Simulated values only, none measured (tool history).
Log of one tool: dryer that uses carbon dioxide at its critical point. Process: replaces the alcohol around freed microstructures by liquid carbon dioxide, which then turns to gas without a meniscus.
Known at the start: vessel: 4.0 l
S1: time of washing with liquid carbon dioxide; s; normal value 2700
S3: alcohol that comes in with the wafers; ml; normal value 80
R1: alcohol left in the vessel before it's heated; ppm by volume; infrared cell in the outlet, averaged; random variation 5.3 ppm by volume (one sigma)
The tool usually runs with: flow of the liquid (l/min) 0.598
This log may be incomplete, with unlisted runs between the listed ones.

run 1 hour=0.0 | S1=2700 flow_of_the_liquid_(l/min)=0.598 S3=80 | R1=213
run 2 hour=37.3 | S1=2700 flow_of_the_liquid_(l/min)=0.598 S3=80 | R1=240
run 3 hour=74.3 | S1=2880 flow_of_the_liquid_(l/min)=0.598 S3=80 | R1=220
run 4 hour=98.4 | S1=2880 flow_of_the_liquid_(l/min)=0.598 S3=80 | R1=231
run 5 hour=129.0 | S1=2880 flow_of_the_liquid_(l/min)=0.598 S3=80 | R1=253
run 6 hour=166.6 | S1=2880 flow_of_the_liquid_(l/min)=0.598 S3=80 | R1=277
run 7 hour=195.8 | S1=2880 flow_of_the_liquid_(l/min)=0.598 S3=80 | R1=290
-- hour=227.7 inlet filter changed
run 8 hour=230.5 | S1=2880 flow_of_the_liquid_(l/min)=0.678 S3=80 | R1=157
run 9 hour=272.5 | S1=2700 flow_of_the_liquid_(l/min)=0.598 S3=21 | R1=159
run 10 hour=301.4 | S1=2700 flow_of_the_liquid_(l/min)=0.598 S3=48 | R1=218
run 11 hour=325.4 | S1=2700 flow_of_the_liquid_(l/min)=0.598 S3=48 | R1=220
run 12 hour=351.1 | S1=2100 flow_of_the_liquid_(l/min)=0.500 S3=32 | R1=485
run 13 hour=382.4 | S1=2100 flow_of_the_liquid_(l/min)=0.500 S3=32 | R1=513
run 14 hour=421.3 | S1=2100 flow_of_the_liquid_(l/min)=0.500 S3=32 | R1=566
run 15 hour=473.2 | S1=1920 flow_of_the_liquid_(l/min)=0.780 S3=100 | R1=501
run 16 hour=503.5 | S1=2700 flow_of_the_liquid_(l/min)=0.497 S3=80 | R1=684
-- hour=528.2 inlet filter changed
run 17 hour=558.8 | S1=2700 flow_of_the_liquid_(l/min)=0.497 S3=80 | R1=481
run 18 hour=606.0 | S1=2700 flow_of_the_liquid_(l/min)=0.497 S3=80 | R1=508
run 19 hour=642.6 | S1=2700 flow_of_the_liquid_(l/min)=0.497 S3=80 | R1=540
run 20 hour=684.6 | S1=1620 flow_of_the_liquid_(l/min)=0.485 S3=67 | R1=1836
run 21 hour=716.0 | S1=2700 flow_of_the_liquid_(l/min)=0.380 S3=80 | R1=1339

Each row is a separate what-if for the run after 21, all from the same tool condition, not one after another. Results?
run A hour=757.3 | S1=1740 flow_of_the_liquid_(l/min)=0.598 S3=69 | R1=?
run B hour=757.3 | S1=2520 flow_of_the_liquid_(l/min)=0.501 S3=24 | R1=?
run C hour=757.3 | S1=2640 flow_of_the_liquid_(l/min)=0.722 S3=74 | R1=?
run D hour=757.3 | S1=4200 flow_of_the_liquid_(l/min)=0.598 S3=23 | R1=?

run=A R1=1083
run=B R1=378
run=C R1=302
run=D R1=221
With no hidden state in the tool, these same runs would have given:
run=A R1=566
run=B R1=94
run=C R1=48
run=D R1=5
